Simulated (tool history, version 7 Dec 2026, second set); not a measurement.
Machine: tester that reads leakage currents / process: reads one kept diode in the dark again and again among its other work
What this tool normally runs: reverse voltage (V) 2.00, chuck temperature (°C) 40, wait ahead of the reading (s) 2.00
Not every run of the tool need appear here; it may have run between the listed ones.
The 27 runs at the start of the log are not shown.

| run | hour | reverse voltage (V) | chuck temperature (°C) | wait ahead of the reading (s) | current that the tester gives (pA) |
|---|---|---|---|---|---|
| 28 | 938.0 | 12.25 | 28 | 3.38 | 79.05 |
| 29 | 960.7 | 8.40 | 29 | 2.00 | 72.31 |
| 30 | 989.4 | 14.47 | 21 | 2.00 | 50.06 |
| 31 | 1018.7 | 1.83 | 40 | 4.83 | 96.07 |
| 32 | 1053.4 | 1.62 | 41 | 4.58 | 99.22 |
| 33 | 1078.2 | 1.62 | 41 | 4.58 | 100.30 |
| 34 | 1103.8 | 9.32 | 41 | 3.17 | 212.42 |
| 35 | 1126.5 | 5.53 | 29 | 2.00 | 60.17 |
| 36 | 1160.7 | 1.20 | 29 | 2.00 | 30.49 |
| 37 | 1184.8 | 1.20 | 29 | 6.58 | 30.07 |
| 38 | 1206.4 | 4.06 | 45 | 1.31 | 208.76 |
| 39 | 1254.4 | 10.21 | 51 | 2.94 | 510.55 |

Here are 3 independent what-if runs from the current tool condition. What would each one return?
| A | 1281.0 | 3.07 | 37 | 0.45 | ? |
| B | 1281.0 | 1.24 | 51 | 2.94 | ? |
| C | 1281.0 | 1.50 | 40 | 2.00 | ? |

| run | current that the tester gives (pA) |
|---|---|
| A | 95.13 |
| B | 211.18 |
| C | 90.57 |
Without the tool's unlogged condition, the same runs would have read:
| run | current that the tester gives (pA) |
|---|---|
| A | 90.51 |
| B | 205.78 |
| C | 87.31 |
